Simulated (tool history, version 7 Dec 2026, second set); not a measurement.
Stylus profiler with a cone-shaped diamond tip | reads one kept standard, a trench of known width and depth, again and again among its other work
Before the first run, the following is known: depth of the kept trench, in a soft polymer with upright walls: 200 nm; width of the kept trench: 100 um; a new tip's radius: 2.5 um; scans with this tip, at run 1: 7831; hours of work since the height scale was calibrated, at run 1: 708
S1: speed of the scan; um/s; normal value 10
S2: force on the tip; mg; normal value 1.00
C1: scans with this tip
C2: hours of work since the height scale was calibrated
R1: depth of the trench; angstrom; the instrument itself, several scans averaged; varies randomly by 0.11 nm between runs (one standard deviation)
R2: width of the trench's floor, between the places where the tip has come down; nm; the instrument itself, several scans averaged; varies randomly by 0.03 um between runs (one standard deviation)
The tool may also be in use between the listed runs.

run    hour  S1    S2     C1    C2      R1     R2
  1     0.0  10  1.00   7831   708  2004.6  97580
  2    49.1  10  1.00   8160   738  2001.8  97590
  3    96.4  10  2.08   8477   767  2012.6  97560
  4   132.7  10  2.08   8721   789  2010.5  97590
  5   183.7  10  1.00   9063   820  2004.5  97500
  6   227.5  10  1.00   9357   846  2001.9  97490
  7   279.0  10  1.00   9702   877  2002.0  97500
  8   305.3  10  1.00   9878   893  2002.5  97510
  9   343.1  10  0.43  10131   916  1998.4  97390
 10   390.2  10  0.43  10448   945  1998.4  97410
 11   430.9  10  0.43  10720   969  1997.1  97440
 12   474.0  10  0.43  11010   996  1998.0  97400
 13   509.1  10  0.43  11245  1017  1997.9  97310
 14   563.8  10  0.47  11612  1050  1997.1  97300
 15   606.8  10  1.00  11901  1076  2000.2  97420
 16   640.2  10  1.00  12125  1096  1999.6  97360
 17   671.5  10  1.00  12335  1115  2000.0  97410
 18   700.8  10  1.00  12531  1133  2001.4  97330
 19   734.9  10  1.00  12760  1154  1999.2  97320
 20   783.2  10  1.00  13084  1183  2000.4  97340
 21   813.0  12  1.32  13284  1201  2002.0  97330
 22   852.0  25  2.50  13545  1225  2008.2  97290
 23   878.6  15  0.37  13723  1241  1995.7  97240
 24   933.7   2  2.16  14093  1274  2007.0  97330
 25   966.2  35  0.89  14311  1294  1998.5  97080
 26  1013.2   3  0.89  14626  1323  1998.8  97280
 27  1056.1   3  0.89  14914  1349  1994.7  97330
 28  1089.7   3  1.03  15139  1369  2000.6  97290
 29  1131.5   4  1.83  15420  1394  2002.6  97230
 30  1171.3   4  1.83  15687  1419  2004.7  97260
 31  1226.3  10  0.78  16056  1452  1995.7  97180
 32  1250.3   3  0.43  16216  1466  1993.5  97170
 33  1279.8   3  0.43  16414  1484  1992.5  97220
 34  1303.1   3  0.43  16571  1498  1991.0  97150
 35  1348.3   3  2.89  16874  1526  2008.2  97170
 36  1394.4   3  2.89  17183  1554  2005.8  97250
 37  1430.1   3  2.89  17422  1575  2006.9  97160
 38  1482.4   3  2.89  17773  1607  2006.3  97160
 39  1531.6  11  2.40  18103  1637  2006.3  97140
 40  1565.5  15  1.11  18331  1658  1996.3  97030

Below are 4 alternative next runs, each starting from the tool's condition after run 40. Predict each:
  A  1589.8   8  2.89  18493  1672   ?   ?
  B  1589.8  10  0.47  18493  1672   ?   ?
  C  1589.8   3  0.64  18493  1672   ?   ?
  D  1589.8  10  0.82  18493  1672   ?   ?

run      R1     R2
  A  2005.2  97080
  B  1990.9  97020
  C  1992.7  97120
  D  1993.4  97030
Take away the tool's hidden state, keep each run's random variation, and the runs would have read:
run      R1     R2
  A  2020.4  97980
  B  2006.0  97920
  C  2007.8  98020
  D  2008.6  97920
